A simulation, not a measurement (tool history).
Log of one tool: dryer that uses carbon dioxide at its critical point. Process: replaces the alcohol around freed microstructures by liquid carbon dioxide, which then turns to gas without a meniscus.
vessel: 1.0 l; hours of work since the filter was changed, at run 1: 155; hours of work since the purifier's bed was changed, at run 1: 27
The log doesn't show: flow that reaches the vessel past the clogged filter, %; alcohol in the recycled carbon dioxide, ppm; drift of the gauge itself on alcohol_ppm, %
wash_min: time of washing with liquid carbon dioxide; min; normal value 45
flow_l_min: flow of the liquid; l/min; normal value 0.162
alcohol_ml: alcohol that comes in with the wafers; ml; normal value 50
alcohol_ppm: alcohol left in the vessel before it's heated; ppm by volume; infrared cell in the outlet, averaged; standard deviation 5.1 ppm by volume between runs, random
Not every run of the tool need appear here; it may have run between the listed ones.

run     day  wash_min  flow_l_min  alcohol_ml  hours of work since the filter was changed  hours of work since the purifier's bed was changed  alcohol_ppm
  1       0        45       0.162          50                                         155                                                  27           78
  2     0.5        45       0.162          50                                         159                                                  31           92
  3   1.088        45       0.162          50                                         165                                                  37           89
  4   1.508        45       0.162          50                                         168                                                  41           87
  5   1.896        45       0.162          50                                         172                                                  44           85
  6   2.383        45       0.162          50                                         176                                                  48           86
  7   2.858        45       0.162          50                                         180                                                  53           93
  8   3.308        45       0.162          50                                         184                                                  57           82
  9    3.85        45       0.162          50                                         189                                                  62           80
 10   4.338        45       0.162          50                                         194                                                  66           98
 11   4.804        45       0.162          50                                         198                                                  70           98
 12   5.233        45       0.162          36                                         202                                                  74           72
 13   5.604        61       0.162          50                                         205                                                  77           29
 14   6.071        54       0.239          54                                         209                                                  81           19
 15   6.654        30       0.252         110                                         214                                                  87          148
 16   7.138        45       0.162          89                                         219                                                  91          161
 17   7.621        68       0.194          55                                         223                                                  95           22
 18   8.271        58       0.247          75                                         229                                                 101           20
 19   8.758        45       0.162          45                                         233                                                 106           96
 20   9.425        33       0.162         119                                         239                                                 112         1108
 21  10.012        58        0.14         119                                         245                                                 117          132
 22  10.596        58        0.14         119                                         250                                                 122          130
 23  10.933        52       0.162          72                                         253                                                 125           58
 24  11.379        52       0.162          72                                         257                                                 129           67
 25  12.012        28       0.162          50                                         263                                                 135          966

What would each run have given without the hidden state, its run-to-run variation left as it was?
run  alcohol_ppm
  1           59
  2           71
  3           67
  4           63
  5           60
  6           59
  7           65
  8           54
  9           50
 10           66
 11           65
 12           43
 13           13
 14            5
 15           97
 16          104
 17            4
 18            1
 19           56
 20          830
 21           77
 22           74
 23           20
 24           27
 25          729

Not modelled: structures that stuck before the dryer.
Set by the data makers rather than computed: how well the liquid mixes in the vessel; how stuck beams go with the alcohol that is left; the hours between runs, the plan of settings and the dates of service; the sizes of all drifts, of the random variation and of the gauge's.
